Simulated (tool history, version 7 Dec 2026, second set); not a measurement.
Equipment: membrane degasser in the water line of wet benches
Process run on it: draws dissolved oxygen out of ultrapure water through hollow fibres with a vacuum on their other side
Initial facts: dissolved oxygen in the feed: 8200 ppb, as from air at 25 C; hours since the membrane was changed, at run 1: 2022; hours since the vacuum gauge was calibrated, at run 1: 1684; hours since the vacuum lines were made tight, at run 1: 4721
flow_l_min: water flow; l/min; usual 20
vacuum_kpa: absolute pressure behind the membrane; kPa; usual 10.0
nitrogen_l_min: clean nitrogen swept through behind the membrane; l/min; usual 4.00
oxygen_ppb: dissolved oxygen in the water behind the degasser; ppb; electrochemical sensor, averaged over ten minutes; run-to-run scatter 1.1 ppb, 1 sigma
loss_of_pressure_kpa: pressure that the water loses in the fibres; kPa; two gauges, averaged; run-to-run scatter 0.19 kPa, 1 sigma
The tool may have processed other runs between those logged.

run	hour	flow_l_min	vacuum_kpa	nitrogen_l_min	hours since the membrane was changed	hours since the vacuum gauge was calibrated	hours since the vacuum lines were made tight	oxygen_ppb	loss_of_pressure_kpa
1	0.0	20	10.0	4.00	2022	1684	4721	108.3	43.18
2	37.0	20	10.0	4.00	2059	1721	4758	109.1	42.97
3	115.1	20	10.0	4.00	2137	1799	4836	106.7	43.28
4	177.2	20	10.0	4.00	2199	1862	4898	108.2	43.14
5	229.0	20	10.0	4.00	2251	1913	4950	108.8	43.38
6	312.0	20	10.0	4.00	2334	1996	5033	111.2	43.33
7	375.2	20	10.0	4.00	2397	2060	5096	109.7	43.37
8	411.8	20	10.0	4.00	2433	2096	5133	111.1	43.39
9	448.8	20	10.0	4.00	2470	2133	5170	106.3	43.49
10	514.5	20	10.0	4.00	2536	2199	5235	111.1	43.19
11	557.0	13	10.0	4.00	2579	2241	5278	61.2	28.26
# hour 562.0: vacuum gauge calibrated
12	631.1	20	10.0	4.00	2652	69	5351	112.2	43.58
13	716.5	20	10.0	4.00	2738	154	5437	109.4	43.50
14	796.9	20	13.2	4.00	2818	235	5517	149.5	43.38
15	839.7	20	13.2	4.00	2861	278	5560	150.2	43.81
# hour 856.1: seals of the vacuum lines changed
16	884.2	20	13.2	4.00	2903	320	28	148.7	43.60
# hour 902.3: vacuum gauge calibrated, once more
17	967.9	20	10.0	4.00	2986	66	111	110.0	43.50
18	1053.4	20	7.9	7.27	3072	151	197	57.6	43.71
19	1132.1	13	10.0	4.00	3151	230	276	60.2	28.56
20	1179.9	25	10.0	1.82	3198	278	323	259.1	54.67
21	1233.7	29	7.3	4.00	3252	331	377	147.8	63.70
22	1293.6	20	7.6	5.52	3312	391	437	66.2	44.11
23	1355.0	20	7.6	5.52	3374	453	498	65.0	43.75
24	1397.0	20	10.0	7.61	3416	495	540	72.0	43.61
25	1472.6	23	22.8	4.39	3491	570	616	281.2	50.53
26	1515.4	16	19.4	4.39	3534	613	659	159.5	35.07
27	1582.3	27	19.4	1.66	3601	680	726	621.7	59.62
28	1639.4	19	19.4	1.66	3658	737	783	433.3	42.04
29	1687.0	19	19.4	1.66	3706	785	830	438.1	42.19
30	1741.1	19	19.4	1.66	3760	839	885	436.1	41.92
31	1822.8	19	19.4	1.66	3841	920	966	441.3	42.27
32	1902.6	20	10.0	8.41	3921	1000	1046	68.4	44.55
33	1956.5	23	21.6	9.80	3975	1054	1100	149.4	50.81

Here are 3 independent what-if runs from the current tool condition. What would each one return?
A	2024.2	24	21.6	9.80	4043	1122	1168	?	?
B	2024.2	26	22.6	5.23	4043	1122	1168	?	?
C	2024.2	23	21.6	3.92	4043	1122	1168	?	?

run	oxygen_ppb	loss_of_pressure_kpa
A	158.3	53.20
B	287.0	57.74
C	294.6	51.24
Had the tool no hidden state, the same runs would have come out as:
run	oxygen_ppb	loss_of_pressure_kpa
A	143.1	49.68
B	268.7	53.93
C	280.2	47.86

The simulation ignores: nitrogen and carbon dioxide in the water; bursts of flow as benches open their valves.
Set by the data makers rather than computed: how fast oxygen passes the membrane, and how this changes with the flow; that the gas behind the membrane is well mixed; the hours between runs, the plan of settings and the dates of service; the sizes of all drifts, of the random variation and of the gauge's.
